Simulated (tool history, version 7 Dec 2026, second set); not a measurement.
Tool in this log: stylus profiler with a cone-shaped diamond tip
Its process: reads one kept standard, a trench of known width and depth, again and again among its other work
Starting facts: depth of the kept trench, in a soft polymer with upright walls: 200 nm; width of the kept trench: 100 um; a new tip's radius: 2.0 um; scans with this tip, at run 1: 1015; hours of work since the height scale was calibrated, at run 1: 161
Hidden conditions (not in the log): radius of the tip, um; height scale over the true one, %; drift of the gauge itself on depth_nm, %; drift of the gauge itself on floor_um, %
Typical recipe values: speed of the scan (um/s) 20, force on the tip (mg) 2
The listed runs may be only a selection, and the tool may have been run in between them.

run	hour	speed of the scan (um/s)	force on the tip (mg)	scans with this tip	hours of work since the height scale was calibrated	depth of the trench (Å)	width of the trench's floor (um)
1	0	20	2	1015	161	2032.5	98.06
2	18.5	20	2	1080	172	2032.3	98.07
3	28.5	20	2	1115	178	2032.6	98.07
4	47.3	20	0.93	1182	188	2021.2	98.07
5	64.4	20	0.93	1243	198	2022.5	98.05
6	85.7	13	0.93	1318	210	2019.6	98.06
7	98.8	13	0.93	1364	217	2019.5	98.01
8	111.8	13	0.93	1410	224	2021.9	98.09
9	133.7	5	2	1487	237	2031.8	98.1
10	143.2	20	0.9	1521	242	2019.5	97.97
11	152.7	20	2	1555	247	2034.3	98.04
12	175.2	20	1.1	1634	260	2022.2	97.95
13	185.6	20	1.1	1671	266	2022.7	97.93
14	204	20	3.73	1736	276	2046.8	97.98
15	216.7	9	2	1781	283	2032.6	98.11
16	230.2	9	2	1829	291	2032.3	98.05
17	245.7	9	2	1883	300	2033.3	98.02
18	264.8	9	2	1951	311	2033.8	98.05
19	278	9	2	1997	318	2032.9	98.07
20	292.1	9	2	2047	326	2035.8	97.97
21	315	9	2	2128	339	2031.7	98
22	325.4	9	2	2165	345	2034.2	98.07
23	344.9	9	2	2234	356	2035.1	97.98
24	364.1	19	1.9	2302	366	2032.7	97.96
25	383.9	19	1.9	2372	378	2033.4	97.95
26	405.7	16	0.77	2449	390	2020.3	97.96
27	422.3	16	2.33	2507	399	2035.6	97.95
28	438.9	67	2.91	2566	409	2044.1	97.75
29	450.9	6	5.06	2609	415	2061.7	98.02
30	469	6	5.06	2673	425	2061.3	97.97
31	478.7	55	3.73	2707	431	2050.8	97.8
32	496.8	55	0.7	2771	441	2020.5	97.54
33	518.6	7	1.2	2848	453	2024.3	97.92
34	538.8	7	1.2	2919	465	2024.8	97.89
35	552.3	19	5.37	2967	472	2064.5	97.9
36	567.9	25	0.92	3022	481	2023.9	97.72
37	585.2	25	0.96	3083	491	2024.7	97.81
38	600.4	20	4.29	3137	499	2055.1	97.9
39	617.6	20	4.29	3198	509	2056.4	97.93
40	638.6	11	0.93	3272	521	2023.6	97.88
41	654.1	71	3.33	3327	530	2047.5	97.68
42	666.7	6	0.76	3371	537	2022	97.91
43	684.6	9	2.65	3435	547	2042.3	97.89
44	694	8	0.73	3468	552	2021.2	97.79

Selected run-to-run steps in depth of the trench (Å), each split into two signed amounts: the part the tool would show with no hidden state at all (from settings, incoming material and random variation), and the remainder, which goes to the hidden state together with any gauge scatter not common to the measured and the hidden-state-free results:
Run 5 -> 6: speed of the scan (um/s) 20 -> 13. depth of the trench (Å) -2.9: hidden state +0.2, all else -3.1.
Run 17 -> 18: no setting changed, nothing entered. depth of the trench (Å) +0.5: hidden state +0.2, all else +0.3.
Run 34 -> 35: speed of the scan (um/s) 7 -> 19, force on the tip (mg) 1.2 -> 5.37. depth of the trench (Å) +39.7: hidden state +0.1, all else +39.6.
Run 35 -> 36: speed of the scan (um/s) 19 -> 25, force on the tip (mg) 5.37 -> 0.92. depth of the trench (Å) -40.6: hidden state +0, all else -40.6.
Run 39 -> 40: speed of the scan (um/s) 20 -> 11, force on the tip (mg) 4.29 -> 0.93. depth of the trench (Å) -32.8: hidden state +0, all else -32.8.
Run 42 -> 43: speed of the scan (um/s) 6 -> 9, force on the tip (mg) 0.76 -> 2.65. depth of the trench (Å) +20.3: hidden state +0.3, all else +20.
